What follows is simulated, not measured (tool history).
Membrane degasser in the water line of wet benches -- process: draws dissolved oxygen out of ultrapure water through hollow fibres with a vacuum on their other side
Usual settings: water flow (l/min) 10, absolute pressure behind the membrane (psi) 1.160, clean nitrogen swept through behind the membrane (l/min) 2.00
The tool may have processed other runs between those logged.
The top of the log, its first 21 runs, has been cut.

run    hour  water flow (l/min)  absolute pressure behind the membrane (psi)  clean nitrogen swept through behind the membrane (l/min)  dissolved oxygen in the water behind the degasser (ppb)  pressure that the water loses in the fibres (psi)
 22  1669.1                  10                                        0.908                                                      2.84                                                    127.2                                              7.596
 23  1731.5                  13                                        0.908                                                      2.84                                                    177.3                                              9.879
 24  1781.3                  12                                        0.908                                                      3.56                                                    156.2                                              9.056
 25  1847.7                  15                                        1.627                                                      2.95                                                    268.5                                             11.371
 26  1959.2                   7                                        1.018                                                      2.95                                                     86.3                                              5.323
 27  2040.3                  11                                        0.705                                                      2.17                                                    140.2                                              8.356
 28  2097.2                  11                                        0.705                                                      2.17                                                    139.1                                              8.411
 29  2178.2                  11                                        0.705                                                      2.17                                                    140.4                                              8.367
 30  2244.1                  10                                        1.279                                                      0.93                                                    248.1                                              7.603
 31  2341.0                  11                                        1.279                                                      0.93                                                    272.7                                              8.348

3 ways to go on from here, each from the tool as it stands after run 31. What would each give?
  A  2416.1                  14                                        1.160                                                      2.00                                                        ?                                                  ?
  B  2416.1                   7                                        2.080                                                      0.92                                                        ?                                                  ?
  C  2416.1                  10                                        0.947                                                      2.00                                                        ?                                                  ?

run  dissolved oxygen in the water behind the degasser (ppb)  pressure that the water loses in the fibres (psi)
  A                                                    238.2                                             10.686
  B                                                    272.6                                              5.342
  C                                                    149.4                                              7.635
Without the tool's unlogged condition, the same runs would have read:
run  dissolved oxygen in the water behind the degasser (ppb)  pressure that the water loses in the fibres (psi)
  A                                                    210.2                                             10.251
  B                                                    249.7                                              5.124
  C                                                    128.5                                              7.323

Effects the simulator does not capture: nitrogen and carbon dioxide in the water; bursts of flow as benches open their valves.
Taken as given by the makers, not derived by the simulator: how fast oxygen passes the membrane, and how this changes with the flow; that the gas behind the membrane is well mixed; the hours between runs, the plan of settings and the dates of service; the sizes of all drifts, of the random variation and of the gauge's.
